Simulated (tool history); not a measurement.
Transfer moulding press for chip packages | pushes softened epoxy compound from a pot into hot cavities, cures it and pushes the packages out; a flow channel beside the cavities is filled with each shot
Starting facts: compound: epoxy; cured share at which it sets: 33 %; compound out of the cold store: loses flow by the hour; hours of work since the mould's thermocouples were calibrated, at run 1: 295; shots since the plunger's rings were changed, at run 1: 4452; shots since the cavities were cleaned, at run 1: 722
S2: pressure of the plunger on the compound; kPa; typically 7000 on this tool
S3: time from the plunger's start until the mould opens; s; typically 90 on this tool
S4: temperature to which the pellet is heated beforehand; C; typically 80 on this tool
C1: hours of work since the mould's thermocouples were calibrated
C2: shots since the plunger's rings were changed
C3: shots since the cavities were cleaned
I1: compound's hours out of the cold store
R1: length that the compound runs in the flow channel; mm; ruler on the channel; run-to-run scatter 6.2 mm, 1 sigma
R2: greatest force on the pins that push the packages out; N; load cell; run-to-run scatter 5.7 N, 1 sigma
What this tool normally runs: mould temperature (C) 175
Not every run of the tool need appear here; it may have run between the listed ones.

run 1 day=0.000 | mould_temperature_(C)=175 S2=7000 S3=90 S4=80 | C1=295 C2=4452 C3=722 | I1=19.2 | R1=936 R2=331
-- day=1.438 cavities cleaned with cleaning compound and waxed
run 2 day=1.488 | mould_temperature_(C)=175 S2=7000 S3=90 S4=88 | C1=316 C2=4922 C3=16 | I1=24.4 | R1=921 R2=216
-- day=2.588 plunger's sealing rings changed
run 3 day=2.962 | mould_temperature_(C)=175 S2=7000 S3=90 S4=80 | C1=337 C2=123 C3=469 | I1=23.6 | R1=985 R2=322
run 4 day=3.988 | mould_temperature_(C)=175 S2=7000 S3=90 S4=71 | C1=352 C2=461 C3=807 | I1=10.3 | R1=1030 R2=349
-- day=5.150 cavities cleaned with cleaning compound and waxed
run 5 day=5.317 | mould_temperature_(C)=175 S2=7000 S3=90 S4=71 | C1=371 C2=880 C3=55 | I1=34.9 | R1=943 R2=232
run 6 day=6.438 | mould_temperature_(C)=175 S2=7000 S3=90 S4=71 | C1=388 C2=1250 C3=425 | I1=31.9 | R1=945 R2=316
-- day=7.367 mould's thermocouples calibrated
run 7 day=7.571 | mould_temperature_(C)=175 S2=7000 S3=90 S4=80 | C1=3 C2=1597 C3=772 | I1=32.2 | R1=941 R2=319
-- day=8.775 cavities cleaned with cleaning compound and waxed
run 8 day=8.875 | mould_temperature_(C)=175 S2=6680 S3=90 S4=80 | C1=22 C2=2006 C3=33 | I1=17.6 | R1=961 R2=218
run 9 day=10.150 | mould_temperature_(C)=175 S2=6680 S3=90 S4=80 | C1=41 C2=2427 C3=454 | I1=14.8 | R1=962 R2=321
run 10 day=11.625 | mould_temperature_(C)=175 S2=6680 S3=90 S4=80 | C1=63 C2=2914 C3=941 | I1=25.7 | R1=924 R2=343
-- day=12.417 cavities cleaned with cleaning compound and waxed
run 11 day=12.862 | mould_temperature_(C)=175 S2=6680 S3=90 S4=80 | C1=81 C2=3302 C3=147 | I1=21.5 | R1=928 R2=261
run 12 day=14.092 | mould_temperature_(C)=175 S2=6680 S3=90 S4=80 | C1=99 C2=3708 C3=553 | I1=8.2 | R1=976 R2=328
run 13 day=15.175 | mould_temperature_(C)=175 S2=7000 S3=115 S4=80 | C1=116 C2=4065 C3=910 | I1=9.7 | R1=986 R2=318
-- day=16.012 cavities cleaned with cleaning compound and waxed
run 14 day=16.733 | mould_temperature_(C)=175 S2=7000 S3=115 S4=80 | C1=138 C2=4559 C3=237 | I1=29.1 | R1=909 R2=258
run 15 day=18.254 | mould_temperature_(C)=175 S2=7000 S3=115 S4=80 | C1=161 C2=5062 C3=740 | I1=22.6 | R1=922 R2=309
-- day=18.971 plunger's sealing rings changed
run 16 day=19.050 | mould_temperature_(C)=175 S2=5630 S3=115 S4=80 | C1=172 C2=26 C3=968 | I1=19.3 | R1=913 R2=312
-- day=19.688 cavities cleaned with cleaning compound and waxed
run 17 day=19.758 | mould_temperature_(C)=175 S2=5940 S3=126 S4=77 | C1=181 C2=239 C3=23 | I1=32.6 | R1=878 R2=193
run 18 day=20.725 | mould_temperature_(C)=170 S2=5920 S3=90 S4=80 | C1=196 C2=559 C3=343 | I1=40.1 | R1=879 R2=365
run 19 day=21.725 | mould_temperature_(C)=178 S2=8450 S3=92 S4=81 | C1=211 C2=888 C3=672 | I1=37.5 | R1=1014 R2=308
run 20 day=23.038 | mould_temperature_(C)=178 S2=6000 S3=105 S4=80 | C1=231 C2=1321 C3=1105 | I1=21.3 | R1=882 R2=314
-- day=23.279 cavities cleaned with cleaning compound and waxed
run 21 day=23.788 | mould_temperature_(C)=175 S2=7000 S3=90 S4=74 | C1=241 C2=1549 C3=168 | I1=14.4 | R1=1009 R2=266
run 22 day=24.575 | mould_temperature_(C)=179 S2=7000 S3=99 S4=80 | C1=253 C2=1809 C3=428 | I1=36.5 | R1=904 R2=287
run 23 day=25.808 | mould_temperature_(C)=179 S2=7000 S3=93 S4=80 | C1=272 C2=2216 C3=835 | I1=31.5 | R1=922 R2=313
-- day=26.833 cavities cleaned with cleaning compound and waxed
run 24 day=26.971 | mould_temperature_(C)=179 S2=7000 S3=93 S4=80 | C1=288 C2=2580 C3=46 | I1=24.4 | R1=924 R2=197
run 25 day=28.125 | mould_temperature_(C)=179 S2=7000 S3=93 S4=80 | C1=306 C2=2961 C3=427 | I1=36.5 | R1=894 R2=289
run 26 day=29.550 | mould_temperature_(C)=179 S2=7000 S3=93 S4=80 | C1=327 C2=3431 C3=897 | I1=44.7 | R1=865 R2=313
run 27 day=30.183 | mould_temperature_(C)=175 S2=7000 S3=101 S4=78 | C1=337 C2=3640 C3=1106 | I1=44.8 | R1=874 R2=327
-- day=30.462 cavities cleaned with cleaning compound and waxed
run 28 day=31.312 | mould_temperature_(C)=175 S2=7000 S3=101 S4=78 | C1=353 C2=3992 C3=280 | I1=22.6 | R1=931 R2=276

3 ways to go on from here, each from the tool as it stands after run 28. What would each give?
run A day=32.467 | mould_temperature_(C)=175 S2=7000 S3=70 S4=73 | C1=370 C2=4373 C3=661 | I1=18.8 | R1=? R2=?
run B day=32.467 | mould_temperature_(C)=172 S2=5730 S3=101 S4=77 | C1=370 C2=4373 C3=661 | I1=13.0 | R1=? R2=?
run C day=32.467 | mould_temperature_(C)=175 S2=7000 S3=114 S4=78 | C1=370 C2=4373 C3=661 | I1=25.6 | R1=? R2=?

run=A R1=953 R2=498
run=B R1=877 R2=333
run=C R1=926 R2=311
Had the tool no hidden state, the same runs would have come out as:
run=A R1=1020 R2=292
run=B R1=939 R2=200
run=C R1=992 R2=191
